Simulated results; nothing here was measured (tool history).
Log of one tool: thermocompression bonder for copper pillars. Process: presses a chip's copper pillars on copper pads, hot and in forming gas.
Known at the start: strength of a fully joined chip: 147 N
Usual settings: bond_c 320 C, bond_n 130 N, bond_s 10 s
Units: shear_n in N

run 1 hour=0.0 | bond_c=320 bond_n=130 bond_s=10 | shear_n=44.5
-- hour=35.2 forming gas filter changed
run 2 hour=60.9 | bond_c=320 bond_n=130 bond_s=10 | shear_n=47.6
run 3 hour=109.6 | bond_c=320 bond_n=130 bond_s=10 | shear_n=46.0
run 4 hour=147.6 | bond_c=320 bond_n=130 bond_s=10 | shear_n=44.4
run 5 hour=217.1 | bond_c=320 bond_n=90 bond_s=10 | shear_n=28.6
-- hour=230.9 forming gas filter changed
run 6 hour=254.4 | bond_c=316 bond_n=130 bond_s=10 | shear_n=44.9
run 7 hour=285.5 | bond_c=320 bond_n=130 bond_s=10 | shear_n=45.3
-- hour=297.0 force cell calibrated
run 8 hour=319.2 | bond_c=344 bond_n=94 bond_s=8 | shear_n=42.0
run 9 hour=386.5 | bond_c=307 bond_n=130 bond_s=10 | shear_n=35.9
-- hour=428.0 forming gas filter changed
run 10 hour=432.5 | bond_c=340 bond_n=98 bond_s=10 | shear_n=46.7
run 11 hour=481.3 | bond_c=333 bond_n=130 bond_s=5 | shear_n=42.4
run 12 hour=516.2 | bond_c=338 bond_n=82 bond_s=11 | shear_n=36.4
run 13 hour=555.1 | bond_c=290 bond_n=101 bond_s=11 | shear_n=21.4

Some steps in shear_n between neighbouring runs. How much of each would the tool show without its hidden state too (settings, what came in, random variation), and how much is left for the hidden state, with any gauge scatter that isn't in both results?
The hidden state here: true temperature of the bond over the reading, C; force that reaches the chip, % of what is set; oxide that the forming gas leaves, % of the face; drift of the gauge itself on shear_n, %.
Run 1 -> 2: forming gas filter changed. shear_n +3.1 N: hidden state +3.0, all else +0.1.
Run 5 -> 6: bond_c 320 -> 316, bond_n 90 -> 130, forming gas filter changed. shear_n +16.3 N: hidden state +0.6, all else +15.7.

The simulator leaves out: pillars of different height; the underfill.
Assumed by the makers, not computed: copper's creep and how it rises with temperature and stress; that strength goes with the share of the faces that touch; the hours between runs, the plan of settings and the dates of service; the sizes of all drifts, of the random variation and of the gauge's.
